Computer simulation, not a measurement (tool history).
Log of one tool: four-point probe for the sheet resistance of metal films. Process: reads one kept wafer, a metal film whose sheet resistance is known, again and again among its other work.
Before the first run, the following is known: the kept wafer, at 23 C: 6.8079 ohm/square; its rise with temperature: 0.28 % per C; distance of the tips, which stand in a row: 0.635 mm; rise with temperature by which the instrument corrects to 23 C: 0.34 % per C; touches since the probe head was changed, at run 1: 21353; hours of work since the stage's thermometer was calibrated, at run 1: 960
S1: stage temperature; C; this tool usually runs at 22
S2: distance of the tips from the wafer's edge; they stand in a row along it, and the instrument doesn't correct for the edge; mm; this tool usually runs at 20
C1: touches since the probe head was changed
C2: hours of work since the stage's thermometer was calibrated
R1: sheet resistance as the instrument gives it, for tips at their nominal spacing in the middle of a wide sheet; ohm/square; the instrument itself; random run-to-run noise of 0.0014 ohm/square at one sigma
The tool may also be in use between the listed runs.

run 1 hour=0 | S1=22 S2=20 | C1=21353 C2=960 | R1=6.794784
run 2 hour=8.4 | S1=22 S2=20 | C1=21646 C2=966 | R1=6.794839
run 3 hour=16.8 | S1=22 S2=20 | C1=21940 C2=972 | R1=6.793143
run 4 hour=24.6 | S1=22 S2=20 | C1=22215 C2=978 | R1=6.7942
run 5 hour=41.2 | S1=22 S2=20 | C1=22796 C2=989 | R1=6.792428
run 6 hour=53.8 | S1=22 S2=20 | C1=23236 C2=998 | R1=6.792343
run 7 hour=62.6 | S1=22 S2=20 | C1=23546 C2=1004 | R1=6.795123
run 8 hour=71.1 | S1=22 S2=20 | C1=23843 C2=1010 | R1=6.792601
run 9 hour=87.7 | S1=22 S2=20 | C1=24424 C2=1022 | R1=6.793314
run 10 hour=104.8 | S1=22 S2=56 | C1=25022 C2=1034 | R1=6.787204
run 11 hour=114.7 | S1=22 S2=20 | C1=25370 C2=1041 | R1=6.791374
run 12 hour=128.2 | S1=21 S2=20 | C1=25845 C2=1050 | R1=6.796812
run 13 hour=136.8 | S1=21 S2=20 | C1=26144 C2=1056 | R1=6.792748
run 14 hour=145.7 | S1=21 S2=20 | C1=26457 C2=1063 | R1=6.793853
run 15 hour=160.6 | S1=21 S2=20 | C1=26979 C2=1073 | R1=6.793912
run 16 hour=178.7 | S1=22 S2=20 | C1=27612 C2=1086 | R1=6.791684
run 17 hour=196.1 | S1=22 S2=20 | C1=28223 C2=1098 | R1=6.790726
run 18 hour=205.6 | S1=22 S2=20 | C1=28556 C2=1105 | R1=6.787099
run 19 hour=222.2 | S1=22 S2=20 | C1=29135 C2=1116 | R1=6.788405
run 20 hour=230.2 | S1=26 S2=20 | C1=29417 C2=1122 | R1=6.772375
run 21 hour=246 | S1=22 S2=20 | C1=29971 C2=1133 | R1=6.786222
-- hour=247.4 stage's thermometer calibrated
run 22 hour=263.2 | S1=22 S2=20 | C1=30556 C2=11 | R1=6.791251
run 23 hour=273.2 | S1=28 S2=16 | C1=30906 C2=18 | R1=6.768562
run 24 hour=291.5 | S1=32 S2=20 | C1=31548 C2=31 | R1=6.74814
run 25 hour=308.2 | S1=32 S2=20 | C1=32130 C2=43 | R1=6.747406
run 26 hour=322.7 | S1=22 S2=32 | C1=32640 C2=53 | R1=6.786111
-- hour=329 stage's thermometer calibrated, once more
run 27 hour=339.2 | S1=32 S2=5 | C1=33201 C2=7 | R1=6.792561
run 28 hour=350.1 | S1=32 S2=5 | C1=33582 C2=15 | R1=6.792414
run 29 hour=367 | S1=32 S2=5 | C1=34172 C2=27 | R1=6.793003
run 30 hour=375.7 | S1=32 S2=5 | C1=34478 C2=33 | R1=6.793304
run 31 hour=386.9 | S1=32 S2=5 | C1=34869 C2=41 | R1=6.792772
run 32 hour=403.2 | S1=32 S2=5 | C1=35441 C2=52 | R1=6.793474
run 33 hour=418.1 | S1=28 S2=32 | C1=35964 C2=63 | R1=6.751806
run 34 hour=434.7 | S1=29 S2=4 | C1=36546 C2=74 | R1=6.834772
run 35 hour=449.4 | S1=21 S2=55 | C1=37059 C2=84 | R1=6.773131
run 36 hour=462.6 | S1=21 S2=55 | C1=37520 C2=94 | R1=6.774922
run 37 hour=477.6 | S1=21 S2=26 | C1=38048 C2=104 | R1=6.774265
run 38 hour=495.7 | S1=21 S2=26 | C1=38682 C2=117 | R1=6.776417
run 39 hour=509.6 | S1=21 S2=26 | C1=39168 C2=127 | R1=6.774183
run 40 hour=517.5 | S1=22 S2=33 | C1=39446 C2=132 | R1=6.768995
run 41 hour=535.3 | S1=22 S2=33 | C1=40070 C2=145 | R1=6.7698
run 42 hour=544.8 | S1=26 S2=68 | C1=40402 C2=151 | R1=6.751458

For each entry between runs, how does the tool's hidden state at the last listed run before it compare with that at the first listed run after it?
Between runs 21 and 22: stage's thermometer calibrated (hour 247.4)
  inner tips' distance over the nominal, %: -0.473 -> -0.481; wafer's true temperature over the reading, C: 0.34 -> 0.49
  the result without the hidden state subtracted from the measured one, R1: -0.028326 -> -0.025997 ohm/square
Between runs 26 and 27: stage's thermometer calibrated, once more (hour 329)
  inner tips' distance over the nominal, %: -0.506 -> -0.513; tips' flats over new ones', %: 34 -> 35; wafer's true temperature over the reading, C: 0.5 -> -0.01
  the result without the hidden state subtracted from the measured one, R1: -0.027648 -> -0.038015 ohm/square
